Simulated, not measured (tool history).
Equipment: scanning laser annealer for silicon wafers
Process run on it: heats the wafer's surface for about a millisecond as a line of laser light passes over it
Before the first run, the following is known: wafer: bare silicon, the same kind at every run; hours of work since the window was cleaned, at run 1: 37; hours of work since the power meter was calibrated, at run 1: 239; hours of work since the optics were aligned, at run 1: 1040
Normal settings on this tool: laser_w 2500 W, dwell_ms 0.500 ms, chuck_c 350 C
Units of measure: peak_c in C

run   hour  laser_w  dwell_ms  chuck_c  hours of work since the window was cleaned  hours of work since the power meter was calibrated  hours of work since the optics were aligned  peak_c
  1    0.0     2500     0.500      350                                          37                                                 239                                         1040    1072
  2    8.6     2500     0.500      350                                          41                                                 243                                         1044    1074
  3   21.4     2500     0.500      350                                          47                                                 249                                         1050    1071
  4   27.5     2500     0.500      350                                          49                                                 251                                         1053    1072
  5   38.8     2500     0.500      350                                          55                                                 257                                         1058    1072
  6   50.8     2500     0.500      350                                          60                                                 262                                         1063    1071
  7   57.7     2500     0.500      350                                          64                                                 266                                         1067    1070
  8   63.9     2500     0.500      350                                          67                                                 269                                         1070    1073
  9   74.1     2500     0.500      316                                          71                                                 273                                         1074    1036
 10   81.6     2500     0.500      350                                          75                                                 277                                         1078    1071
 11   89.2     2500     0.500      326                                          78                                                 280                                         1082    1043
 12   96.5     2500     0.575      326                                          82                                                 284                                         1085    1105
 13  103.8     2500     0.575      326                                          85                                                 287                                         1088    1106
 14  110.9     2500     0.575      326                                          89                                                 291                                         1092    1107
 15  123.7     2361     0.494      345                                          95                                                 297                                         1098    1009
 16  132.6     2361     0.494      345                                          99                                                 301                                         1102    1008
 17  142.3     2385     0.561      345                                         103                                                 305                                         1107    1064
 18  155.2     2385     0.561      345                                         110                                                 312                                         1113    1067
 19  163.6     2385     0.561      345                                         113                                                 315                                         1117    1067
 20  169.9     2385     0.561      345                                         116                                                 318                                         1119    1069
 21  180.2     2385     0.561      345                                         121                                                 323                                         1124    1068
 22  187.7     2213     0.561      360                                         125                                                 327                                         1128    1014
 23  197.3     2302     0.561      377                                         129                                                 331                                         1132    1068
 24  202.9     2587     0.478      350                                         132                                                 334                                         1135    1082
 25  208.5     2745     0.500      379                                         135                                                 337                                         1138    1191
 26  221.5     2707     0.449      331                                         141                                                 343                                         1144    1079

Some steps in peak_c, run to run, broken into two amounts with sign: the step expected even without the hidden condition (settings, incoming material, random variation), and the rest, left for the hidden condition together with whatever gauge scatter is not in both the measured and the hidden-condition-free result:
What the log doesn't record here: light that passes the window, % of a clean one's; laser's true power over the reading, %; width of the line over the set one, %; drift of the gauge itself on peak_c, C.
Run 1 -> 2: no setting changed, nothing entered. peak_c +2 C: hidden state -1, all else +3.
Run 24 -> 25: laser_w 2587 -> 2745, dwell_ms 0.478 -> 0.500, chuck_c 350 -> 379. peak_c +109 C: hidden state -2, all else +111.
Run 25 -> 26: laser_w 2745 -> 2707, dwell_ms 0.500 -> 0.449, chuck_c 379 -> 331. peak_c -112 C: hidden state +1, all else -113.
